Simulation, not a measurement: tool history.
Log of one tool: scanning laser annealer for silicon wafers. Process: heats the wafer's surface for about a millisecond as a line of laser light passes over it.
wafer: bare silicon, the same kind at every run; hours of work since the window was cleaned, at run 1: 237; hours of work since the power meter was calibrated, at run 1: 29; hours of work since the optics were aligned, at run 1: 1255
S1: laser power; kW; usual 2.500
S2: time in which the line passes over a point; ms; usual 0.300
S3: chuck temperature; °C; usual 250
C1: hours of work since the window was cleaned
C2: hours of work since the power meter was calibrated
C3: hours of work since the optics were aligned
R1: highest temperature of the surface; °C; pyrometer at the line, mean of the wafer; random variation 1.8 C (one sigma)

| run | hour | S1 | S2 | S3 | C1 | C2 | C3 | R1 |
|---|---|---|---|---|---|---|---|---|
| 1 | 0.0 | 2.500 | 0.300 | 250 | 237 | 29 | 1255 | 1032 |
| 2 | 7.0 | 2.500 | 0.300 | 250 | 241 | 33 | 1259 | 1036 |
| 3 | 11.6 | 2.500 | 0.300 | 250 | 244 | 36 | 1262 | 1030 |
| 4 | 21.2 | 2.500 | 0.216 | 250 | 249 | 42 | 1268 | 900 |
| 5 | 25.4 | 2.500 | 0.216 | 250 | 252 | 44 | 1270 | 901 |
| 6 | 31.0 | 2.500 | 0.300 | 250 | 255 | 47 | 1274 | 1030 |
| 7 | 35.3 | 2.500 | 0.300 | 250 | 258 | 50 | 1276 | 1028 |
|  | 46.7 | optics aligned, line set to its width |
| 8 | 48.1 | 2.500 | 0.311 | 250 | 262 | 55 | 1 | 1051 |
| 9 | 52.5 | 2.500 | 0.300 | 240 | 265 | 57 | 3 | 1022 |
| 10 | 58.3 | 2.141 | 0.300 | 240 | 268 | 61 | 7 | 906 |
| 11 | 63.4 | 2.500 | 0.356 | 268 | 271 | 64 | 10 | 1127 |
| 12 | 71.9 | 2.486 | 0.296 | 283 | 277 | 69 | 15 | 1057 |
| 13 | 79.3 | 2.676 | 0.247 | 283 | 281 | 73 | 19 | 1038 |
| 14 | 84.7 | 2.500 | 0.255 | 250 | 284 | 77 | 23 | 967 |
| 15 | 92.8 | 2.500 | 0.255 | 250 | 289 | 81 | 28 | 963 |
| 16 | 97.2 | 2.500 | 0.255 | 250 | 292 | 84 | 30 | 967 |
| 17 | 104.8 | 2.500 | 0.298 | 220 | 296 | 88 | 35 | 997 |

5 ways to go on from here, each from the tool as it stands after run 17. What would each give?
| A | 112.8 | 2.500 | 0.279 | 250 | 301 | 93 | 39 | ? |
| B | 112.8 | 2.604 | 0.300 | 250 | 301 | 93 | 39 | ? |
| C | 112.8 | 2.188 | 0.330 | 258 | 301 | 93 | 39 | ? |
| D | 112.8 | 2.500 | 0.291 | 253 | 301 | 93 | 39 | ? |
| E | 112.8 | 2.651 | 0.263 | 285 | 301 | 93 | 39 | ? |

| run | R1 |
|---|---|
| A | 1000 |
| B | 1067 |
| C | 972 |
| D | 1023 |
| E | 1058 |
Without the tool's hidden state the same runs would have given:
| run | R1 |
|---|---|
| A | 1022 |
| B | 1090 |
| C | 992 |
| D | 1044 |
| E | 1080 |
